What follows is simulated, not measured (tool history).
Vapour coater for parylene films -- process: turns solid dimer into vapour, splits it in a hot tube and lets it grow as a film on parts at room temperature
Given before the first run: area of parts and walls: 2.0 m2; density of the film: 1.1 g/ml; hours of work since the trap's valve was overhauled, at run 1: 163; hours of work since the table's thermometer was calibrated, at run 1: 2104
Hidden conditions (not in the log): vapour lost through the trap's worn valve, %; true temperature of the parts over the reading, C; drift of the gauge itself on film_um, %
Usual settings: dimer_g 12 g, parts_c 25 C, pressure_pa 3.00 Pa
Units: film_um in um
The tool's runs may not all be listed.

run,hour,dimer_g,parts_c,pressure_pa,hours of work since the trap's valve was overhauled,hours of work since the table's thermometer was calibrated,film_um
1,0.0,12,25,3.00,163,2104,4.33
2,70.8,12,25,3.00,210,2152,4.30
3,137.4,12,25,3.00,254,2196,4.31
4,188.1,12,25,3.00,288,2230,4.32
5,233.9,12,34,3.00,318,2260,3.70
6,273.7,6,34,3.00,345,2286,1.87
7,324.5,6,34,3.00,378,2320,1.87
# hour 335.1: trap's valve overhauled
# hour 369.3: table's thermometer calibrated
8,376.0,6,34,3.00,27,4,1.87
9,420.3,6,34,3.00,56,34,1.88
10,460.7,6,34,3.00,83,61,1.85
11,503.4,6,34,3.00,111,89,1.86
12,567.4,12,25,3.00,154,132,4.39
13,644.1,12,25,3.00,205,183,4.36
14,699.0,12,25,3.00,241,219,4.34
15,743.1,12,25,3.00,271,249,4.37
16,786.1,12,25,5.76,299,277,3.93
17,859.4,12,25,5.76,348,326,3.99
# hour 918.6: trap's valve overhauled
18,928.2,12,25,2.39,6,369,4.60
19,986.5,12,25,2.39,45,408,4.55
20,1031.0,21,25,3.00,75,437,7.70
21,1080.5,21,25,3.00,108,470,7.68
22,1133.4,12,25,3.00,143,505,4.43
23,1216.8,12,25,3.00,198,561,4.41
24,1258.3,20,19,9.56,226,588,6.79
# hour 1263.1: gauge calibrated
25,1331.3,12,19,3.00,274,637,4.79
26,1414.8,12,19,3.00,330,693,4.80
27,1476.5,18,25,3.00,371,734,6.49
# hour 1500.2: trap's valve overhauled
28,1521.4,12,20,2.12,14,761,4.98
29,1563.3,21,20,2.61,42,789,8.52
30,1617.5,13,21,2.23,78,825,5.29
31,1693.4,13,32,4.80,128,875,3.89
32,1729.4,13,32,4.80,152,899,3.88
33,1804.1,9,25,3.18,202,949,3.25
34,1848.5,9,25,3.18,232,978,3.27
35,1884.8,12,28,2.88,256,1002,4.17
36,1920.5,10,29,3.58,280,1026,3.32
37,2007.5,8,22,3.21,337,1084,3.04
38,2074.8,8,22,3.21,382,1129,3.04
# hour 2086.6: trap's valve overhauled
39,2118.8,8,22,3.21,21,1155,3.06
40,2186.7,8,22,3.21,67,1201,3.04
41,2250.3,8,22,3.21,109,1243,3.09
42,2293.4,8,22,3.83,138,1271,2.96
43,2352.5,12,18,3.13,177,1311,4.91
44,2411.7,14,26,3.00,216,1350,5.06
45,2490.9,14,26,3.00,269,1403,5.08
46,2541.0,15,34,3.00,302,1436,4.79

5 ways to go on from here, each from the tool as it stands after run 46. What would each give?
A,2578.7,7,37,9.71,327,1461,?
B,2578.7,14,23,3.00,327,1461,?
C,2578.7,5,22,3.00,327,1461,?
D,2578.7,17,34,2.79,327,1461,?
E,2578.7,21,25,3.00,327,1461,?

run,film_um
A,1.74
B,5.31
C,1.92
D,5.44
E,7.76
Without the tool's unlogged condition, the same runs would have read:
run,film_um
A,1.69
B,5.17
C,1.87
D,5.29
E,7.55

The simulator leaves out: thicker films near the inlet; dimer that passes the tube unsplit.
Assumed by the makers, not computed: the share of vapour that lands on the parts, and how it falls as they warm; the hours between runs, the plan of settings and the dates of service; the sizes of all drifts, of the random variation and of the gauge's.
